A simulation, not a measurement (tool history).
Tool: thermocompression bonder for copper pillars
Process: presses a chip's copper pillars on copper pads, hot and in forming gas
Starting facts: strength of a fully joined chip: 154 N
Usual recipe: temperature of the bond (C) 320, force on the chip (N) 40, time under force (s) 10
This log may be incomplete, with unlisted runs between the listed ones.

run	hour	temperature of the bond (C)	force on the chip (N)	time under force (s)	force that shears a chip off (N)
1	0	320	40	10	102.4
2	83.8	320	40	10	101.9
# hour 91.2: forming gas filter changed
3	154	320	40	10	110.4
4	211.2	320	40	10	109.7
5	276.7	320	40	10	109
6	325.3	320	40	10	108.8
7	372.4	320	40	10	108.4
8	439.4	320	40	10	109
9	490.4	320	40	10	107.8
10	567.5	320	40	10	107.2
11	622.5	320	26	10	78.9
12	685.2	320	26	10	78
13	729.5	320	26	10	78
14	763.9	320	26	10	77.8
# hour 786.6: forming gas filter changed
# hour 819.6: heater calibrated with a thermocouple chip
15	837.5	320	26	10	76.3
16	880.9	320	26	10	75.5
17	928.6	320	26	10	76.1
18	994.1	300	35	24	107.8
19	1061.8	313	28	23	98.8
20	1144	313	28	23	98.6
21	1224.3	313	28	23	97.6
22	1303.9	301	27	20	84.6

The next listed run, before its measurement:
23	1359.5	332	40	17	?

force that shears a chip off (N): 121.2
Without the tool's hidden state the same run would have given force that shears a chip off (N) 123.6.
